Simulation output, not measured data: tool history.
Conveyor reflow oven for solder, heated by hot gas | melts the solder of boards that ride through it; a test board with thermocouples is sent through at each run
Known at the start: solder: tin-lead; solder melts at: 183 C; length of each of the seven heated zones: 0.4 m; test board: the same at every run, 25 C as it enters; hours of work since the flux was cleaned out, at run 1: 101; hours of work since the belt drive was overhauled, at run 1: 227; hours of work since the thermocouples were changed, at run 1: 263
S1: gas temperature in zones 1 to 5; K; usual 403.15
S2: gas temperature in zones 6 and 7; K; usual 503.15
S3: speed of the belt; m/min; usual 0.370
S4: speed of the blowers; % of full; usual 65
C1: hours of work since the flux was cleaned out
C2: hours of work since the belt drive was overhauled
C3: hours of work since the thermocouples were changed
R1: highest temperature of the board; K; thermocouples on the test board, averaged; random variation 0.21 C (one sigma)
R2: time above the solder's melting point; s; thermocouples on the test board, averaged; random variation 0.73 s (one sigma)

run   hour      S1      S2     S3  S4   C1   C2   C3      R1     R2
  1    0.0  403.15  503.15  0.370  65  101  227  263  486.65   86.5
  2   25.2  403.15  503.15  0.370  65  115  241  277  486.25   88.0
  3   57.6  403.15  503.15  0.370  65  132  258  294  486.35   87.5
  4  100.1  403.15  503.15  0.370  65  154  281  316  486.05   86.8
  5  140.3  403.15  503.15  0.365  65  176  302  338  485.95   89.5
     166.4  -- flux residue cleaned out of gas plates and filters
  6  188.4  403.15  503.15  0.365  65   12  325  360  485.95   86.7
  7  212.0  403.15  503.15  0.370  65   24  337  373  485.15   85.5
  8  259.2  403.15  503.15  0.370  71   49  362  398  486.35   86.7
  9  306.1  403.15  503.15  0.370  65   74  387  423  484.75   85.4
 10  350.6  413.15  508.15  0.334  56   98  411  446  492.25  113.5
 11  396.1  408.15  514.15  0.370  88  122  435  470  499.75  108.6
     432.5  -- flux residue cleaned out of gas plates and filters, once more
 12  439.3  403.15  513.15  0.419  65    4  455  491  491.75   82.3

Run 13 comes next. What will it give?
 13  464.5  403.15  513.15  0.419  65  17  468  504   ?   ?

R1: 491.65 K
R2: 83.0 s
Without the tool's hidden state the same run would have given R1 490.75 K, R2 80.8 s.

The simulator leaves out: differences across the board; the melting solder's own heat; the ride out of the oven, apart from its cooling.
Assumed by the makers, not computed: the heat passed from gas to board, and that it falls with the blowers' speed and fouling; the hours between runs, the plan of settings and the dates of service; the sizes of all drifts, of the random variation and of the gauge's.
